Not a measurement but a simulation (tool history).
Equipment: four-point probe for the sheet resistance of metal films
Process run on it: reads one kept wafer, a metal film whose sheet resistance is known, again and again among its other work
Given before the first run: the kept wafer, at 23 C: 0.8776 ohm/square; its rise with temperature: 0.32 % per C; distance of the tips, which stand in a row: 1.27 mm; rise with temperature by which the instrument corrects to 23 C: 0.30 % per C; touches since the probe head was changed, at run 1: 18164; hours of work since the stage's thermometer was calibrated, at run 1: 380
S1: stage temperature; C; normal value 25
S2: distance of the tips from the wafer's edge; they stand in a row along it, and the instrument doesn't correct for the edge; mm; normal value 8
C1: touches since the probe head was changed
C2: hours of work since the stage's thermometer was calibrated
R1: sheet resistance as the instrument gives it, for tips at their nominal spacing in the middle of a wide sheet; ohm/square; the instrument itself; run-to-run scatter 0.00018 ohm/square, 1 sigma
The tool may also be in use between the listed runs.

run	hour	S1	S2	C1	C2	R1
1	0	25	8	18164	380	0.88995
2	45.9	25	8	18681	401	0.889947
3	96.7	25	7	19252	424	0.893272
4	145.1	25	8	19797	446	0.889641
5	179.3	25	8	20182	461	0.889789
6	218.1	25	8	20619	478	0.889646
7	276	25	8	21270	505	0.889459
8	329.8	25	8	21876	529	0.889317
9	372.4	25	8	22355	548	0.889599
10	399.1	26	8	22656	560	0.889835
11	456.4	21	8	23300	586	0.888274
12	518.1	21	8	23995	614	0.888514
13	568.8	20	8	24566	637	0.888027
14	599.7	25	10	24913	651	0.884824
15	627.8	25	10	25230	663	0.884855
16	689.6	25	45	25925	691	0.877397
17	750.8	25	45	26613	719	0.877655
18	780.5	23	17	26947	732	0.879307
19	835.9	23	17	27571	757	0.879461
20	896.8	23	17	28256	784	0.879121
21	931.8	23	17	28650	800	0.879224
22	974.4	25	3	29129	819	0.953523
23	1011	28	9	29541	836	0.886971
24	1068.9	21	3	30193	862	0.952594
25	1118.7	22	23	30754	885	0.878043
26	1153.5	22	23	31145	900	0.877721
27	1210	22	23	31780	926	0.877508
28	1237.6	29	4	32092	938	0.922628
29	1267	32	65	32422	951	0.87788
30	1316.1	32	65	32975	974	0.878106
31	1358.8	19	3	33455	993	0.951593

Table of differences, measured result less the result of that run with no hidden state. Run-to-run variation is the same in both. Gauge scatter possibly is not:
Hidden state at play: inner tips' distance over the nominal, %; tips' flats over new ones', %; wafer's true temperature over the reading, C; drift of the gauge itself on sheet_ohm, %.
run	R1
1	+0.000175
2	+0.000119
3	+0.000057
4	-0.000002
5	-0.000042
6	-0.000091
7	-0.000167
8	-0.000241
9	-0.000299
10	-0.000328
11	-0.000412
12	-0.000491
13	-0.000556
14	-0.000585
15	-0.000624
16	-0.000694
17	-0.000773
18	-0.000815
19	-0.000888
20	-0.000962
21	-0.001008
22	-0.001142
23	-0.001108
24	-0.001282
25	-0.001243
26	-0.001283
27	-0.001361
28	-0.001449
29	-0.001413
30	-0.001474
31	-0.001668
